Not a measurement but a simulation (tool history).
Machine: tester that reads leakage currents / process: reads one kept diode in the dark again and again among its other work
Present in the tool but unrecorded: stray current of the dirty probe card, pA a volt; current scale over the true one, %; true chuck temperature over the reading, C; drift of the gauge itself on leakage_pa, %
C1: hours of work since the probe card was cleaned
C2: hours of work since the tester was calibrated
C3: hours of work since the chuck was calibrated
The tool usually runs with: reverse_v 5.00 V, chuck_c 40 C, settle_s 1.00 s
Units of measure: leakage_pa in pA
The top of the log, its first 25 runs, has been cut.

Run 26, day 99.392: usual settings but reverse_v 1.18 V, chuck_c 54 C, settle_s 2.13 s; C1 85; C2 154; C3 105. Result: leakage_pa 1309.70 pA.
Run 27, day 104.567: usual settings but reverse_v 1.74 V, chuck_c 31 C, settle_s 4.16 s; C1 145; C2 214; C3 165. Result: leakage_pa 209.70 pA.
Run 28, day 109.146: usual settings but reverse_v 10.20 V, chuck_c 31 C, settle_s 0.41 s; C1 198; C2 267; C3 218. Result: leakage_pa 483.46 pA.
Run 29, day 112.142: usual settings but reverse_v 10.20 V, chuck_c 31 C, settle_s 0.41 s; C1 232; C2 301; C3 252. Result: leakage_pa 478.62 pA.
Run 30, day 115.596: usual settings but reverse_v 1.44 V, chuck_c 25 C, settle_s 2.31 s; C1 272; C2 341; C3 292. Result: leakage_pa 106.50 pA.
Run 31, day 119.408: usual settings but reverse_v 1.44 V, chuck_c 25 C, settle_s 2.31 s; C1 316; C2 385; C3 336. Result: leakage_pa 105.27 pA.
Run 32, day 122.675: usual settings but reverse_v 1.44 V, chuck_c 25 C, settle_s 2.31 s; C1 354; C2 423; C3 374. Result: leakage_pa 104.69 pA.
Run 33, day 126.504: usual settings but reverse_v 1.44 V, chuck_c 23 C, settle_s 2.31 s; C1 398; C2 467; C3 418. Result: leakage_pa 85.46 pA.
Run 34, day 128.825: usual settings but reverse_v 1.44 V, chuck_c 23 C, settle_s 2.31 s; C1 425; C2 494; C3 445. Result: leakage_pa 85.32 pA.
Run 35, day 132.042: usual settings but reverse_v 1.44 V, chuck_c 44 C, settle_s 5.34 s; C1 462; C2 531; C3 482. Result: leakage_pa 594.31 pA.
Run 36, day 135.883: usual settings but reverse_v 1.44 V, chuck_c 44 C, settle_s 5.34 s; C1 506; C2 575; C3 526. Result: leakage_pa 590.57 pA.
Run 37, day 140.221: usual settings but reverse_v 6.10 V, chuck_c 25 C; C1 556; C2 625; C3 576. Result: leakage_pa 202.21 pA.
Run 38, day 142.933: usual settings but reverse_v 19.49 V, chuck_c 21 C, settle_s 0.41 s; C1 587; C2 656; C3 608. Result: leakage_pa 246.29 pA.
Run 39, day 148.138: usual settings but reverse_v 1.92 V, chuck_c 21 C, settle_s 0.70 s; C1 647; C2 716; C3 668. Result: leakage_pa 78.34 pA.
Run 40, day 152.808: usual settings but reverse_v 1.92 V, chuck_c 52 C, settle_s 0.70 s; C1 701; C2 770; C3 721. Result: leakage_pa 1299.45 pA.

Below are 3 alternative next runs, each starting from the tool's condition after run 40. Predict each:
Run A, day 157.892: usual settings but reverse_v 8.20 V, settle_s 7.97 s; C1 760; C2 829; C3 780. Result: leakage_pa ?.
Run B, day 157.892: usual settings but reverse_v 4.81 V, chuck_c 24 C, settle_s 0.70 s; C1 760; C2 829; C3 780. Result: leakage_pa ?.
Run C, day 157.892: usual settings but reverse_v 3.98 V, chuck_c 52 C, settle_s 5.40 s; C1 760; C2 829; C3 780. Result: leakage_pa ?.

run  leakage_pa
  A      911.14
  B      159.81
  C     1819.49
Stripped of hidden state, with their random variation kept, the same runs would have yielded:
run  leakage_pa
  A      993.24
  B      175.37
  C     1972.24
